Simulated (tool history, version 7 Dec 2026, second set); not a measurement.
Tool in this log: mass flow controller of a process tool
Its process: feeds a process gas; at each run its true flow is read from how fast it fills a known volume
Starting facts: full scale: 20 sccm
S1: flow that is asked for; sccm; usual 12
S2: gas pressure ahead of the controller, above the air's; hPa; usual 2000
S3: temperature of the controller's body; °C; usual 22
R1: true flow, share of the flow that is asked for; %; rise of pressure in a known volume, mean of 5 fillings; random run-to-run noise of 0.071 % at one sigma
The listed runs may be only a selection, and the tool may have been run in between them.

run,hour,S1,S2,S3,R1
1,0.0,12,2000,22,100.09
2,225.9,12,2000,22,100.04
# hour 287.8: controller's zero set anew
3,583.3,12,2000,22,100.27
# hour 786.3: controller exchanged for a calibrated one
4,795.1,12,2000,22,100.22
5,1137.3,12,2000,22,100.34
6,1475.2,12,2000,24,100.33
7,1661.0,12,2000,24,100.30
8,1945.9,12,2000,24,100.41
9,2252.5,12,2800,22,100.43
10,2536.0,12,2800,22,100.43
11,2807.9,12,2800,22,100.46
12,3083.3,12,2800,22,100.68
13,3412.2,12,2800,22,100.65
14,3720.7,12,2800,22,100.65
15,4086.6,12,2800,22,100.89
16,4420.7,12,2800,22,100.88
17,4615.3,12,2000,22,101.10
18,4791.6,12,2000,22,101.13
19,4958.2,12,2000,22,101.20
20,5281.9,12,2000,31,100.63
21,5525.5,8,2000,22,101.26
22,5741.8,12,2000,28,100.87
23,5911.9,12,2000,28,101.00
24,6302.4,12,2000,22,101.50
25,6703.8,3,2000,32,100.75
# hour 6879.0: controller's zero set anew
26,6981.8,13,2030,29,101.06
27,7333.1,12,1740,38,100.53
28,7499.4,3,1500,22,101.65
29,7763.0,3,1500,22,101.85
30,8018.9,10,1500,34,101.03
31,8242.1,10,1500,34,101.00
32,8470.3,5,2000,22,101.87
33,8680.1,5,1970,39,100.41
34,8852.8,5,1970,39,100.41
35,9105.6,4,1670,32,101.15
36,9420.1,2,1760,24,101.87
37,9733.6,14,2000,22,102.34
# hour 9842.8: gauge calibrated
38,9977.4,14,2000,22,100.15
39,10231.2,14,1680,35,99.23
40,10589.1,6,2120,22,100.13
41,10908.2,5,2000,30,99.54
42,11097.4,12,2000,23,100.30
43,11315.3,12,2000,30,99.71
44,11546.2,12,2000,30,99.66
45,11897.1,12,2000,30,99.88
46,12268.8,12,2070,30,99.96
47,12514.5,10,2480,35,99.44

Below, some changes in R1 between adjacent runs. For each, the amount present without the hidden state too (settings, incoming material, random variation) and the amount remaining for the hidden state with gauge scatter not shared by both compared results:
Hidden state at play: flow at rest that the sensor doesn't see, % of full scale; true flow over the shown one, %; drift of the gauge itself on true_pct, %.
Run 5 -> 6: S3 22 -> 24. R1 -0.01 %: hidden state +0.09, all else -0.10.
Run 27 -> 28: S1 12 -> 3, S2 1740 -> 1500, S3 38 -> 22. R1 +1.12 %: hidden state +0.05, all else +1.07.
Run 32 -> 33: S2 2000 -> 1970, S3 22 -> 39. R1 -1.46 %: hidden state +0.01, all else -1.47.
Run 35 -> 36: S1 4 -> 2, S2 1670 -> 1760, S3 32 -> 24. R1 +0.72 %: hidden state +0.10, all else +0.62.
Run 37 -> 38: gauge calibrated. R1 -2.19 %: hidden state -2.16, all else -0.03.
